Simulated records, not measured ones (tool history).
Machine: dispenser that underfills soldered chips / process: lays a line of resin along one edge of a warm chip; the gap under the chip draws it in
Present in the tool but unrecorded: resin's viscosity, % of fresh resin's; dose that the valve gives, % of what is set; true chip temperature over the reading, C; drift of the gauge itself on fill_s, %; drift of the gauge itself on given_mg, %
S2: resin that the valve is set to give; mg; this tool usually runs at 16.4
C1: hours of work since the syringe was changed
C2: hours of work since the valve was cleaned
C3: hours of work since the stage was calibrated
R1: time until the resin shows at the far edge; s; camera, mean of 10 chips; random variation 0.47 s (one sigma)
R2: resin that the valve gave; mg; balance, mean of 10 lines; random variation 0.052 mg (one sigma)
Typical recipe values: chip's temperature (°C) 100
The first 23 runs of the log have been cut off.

{"run": 24, "hour": 90.5, "chip's temperature (°C)": 90, "S2": 14.7, "C1": 8, "C2": 55, "C3": 71, "R1": 97.8, "R2": 14.39}
{"hour": 91.7, "done": "new syringe of resin"}
{"run": 25, "hour": 94.6, "chip's temperature (°C)": 108, "S2": 15.1, "C1": 2, "C2": 57, "C3": 74, "R1": 34.2, "R2": 14.74}
{"run": 26, "hour": 97.3, "chip's temperature (°C)": 92, "S2": 15.1, "C1": 4, "C2": 59, "C3": 76, "R1": 69.2, "R2": 14.75}
{"run": 27, "hour": 99.6, "chip's temperature (°C)": 109, "S2": 16.9, "C1": 6, "C2": 61, "C3": 78, "R1": 41.7, "R2": 16.49}
{"run": 28, "hour": 103.3, "chip's temperature (°C)": 109, "S2": 16.9, "C1": 8, "C2": 64, "C3": 80, "R1": 53.5, "R2": 16.4}
{"hour": 104.0, "done": "new syringe of resin"}
{"run": 29, "hour": 107.4, "chip's temperature (°C)": 105, "S2": 20.6, "C1": 2, "C2": 66, "C3": 83, "R1": 36.5, "R2": 19.92}
{"hour": 109.5, "done": "dispensing valve cleaned and set on the balance"}
{"run": 30, "hour": 112.8, "chip's temperature (°C)": 96, "S2": 18.3, "C1": 6, "C2": 2, "C3": 86, "R1": 63.8, "R2": 18.27}
{"run": 31, "hour": 115.3, "chip's temperature (°C)": 115, "S2": 20.5, "C1": 7, "C2": 4, "C3": 88, "R1": 40.5, "R2": 20.47}
{"hour": 117.6, "done": "new syringe of resin"}
{"run": 32, "hour": 119.1, "chip's temperature (°C)": 94, "S2": 16.8, "C1": 1, "C2": 7, "C3": 91, "R1": 49.5, "R2": 16.73}
{"run": 33, "hour": 121.8, "chip's temperature (°C)": 101, "S2": 19.7, "C1": 3, "C2": 9, "C3": 92, "R1": 45, "R2": 19.5}
{"run": 34, "hour": 127.2, "chip's temperature (°C)": 95, "S2": 17.3, "C1": 7, "C2": 12, "C3": 96, "R1": 76.3, "R2": 17.24}
{"hour": 130.2, "done": "new syringe of resin"}
{"run": 35, "hour": 132.6, "chip's temperature (°C)": 96, "S2": 17.3, "C1": 2, "C2": 16, "C3": 100, "R1": 47.6, "R2": 17.12}
{"run": 36, "hour": 137.9, "chip's temperature (°C)": 106, "S2": 18.2, "C1": 5, "C2": 20, "C3": 104, "R1": 47.1, "R2": 17.99}

Branching from run 36: 4 alternative next runs. What would each branch give?
{"run": "A", "hour": 140.2, "chip's temperature (°C)": 110, "S2": 20.8, "C1": 7, "C2": 22, "C3": 105, "R1": "?", "R2": "?"}
{"run": "B", "hour": 140.2, "chip's temperature (°C)": 86, "S2": 16.4, "C1": 7, "C2": 22, "C3": 105, "R1": "?", "R2": "?"}
{"run": "C", "hour": 140.2, "chip's temperature (°C)": 97, "S2": 18.2, "C1": 7, "C2": 22, "C3": 105, "R1": "?", "R2": "?"}
{"run": "D", "hour": 140.2, "chip's temperature (°C)": 90, "S2": 13.9, "C1": 7, "C2": 22, "C3": 105, "R1": "?", "R2": "?"}

run=A R1=45.9 R2=20.64
run=B R1=107.6 R2=16.17
run=C R1=72.4 R2=17.98
run=D R1=96.6 R2=13.76
With no hidden state in the tool, these same runs would have given:
run=A R1=25.4 R2=20.88
run=B R1=60 R2=16.35
run=C R1=40.4 R2=18.19
run=D R1=53.9 R2=13.92

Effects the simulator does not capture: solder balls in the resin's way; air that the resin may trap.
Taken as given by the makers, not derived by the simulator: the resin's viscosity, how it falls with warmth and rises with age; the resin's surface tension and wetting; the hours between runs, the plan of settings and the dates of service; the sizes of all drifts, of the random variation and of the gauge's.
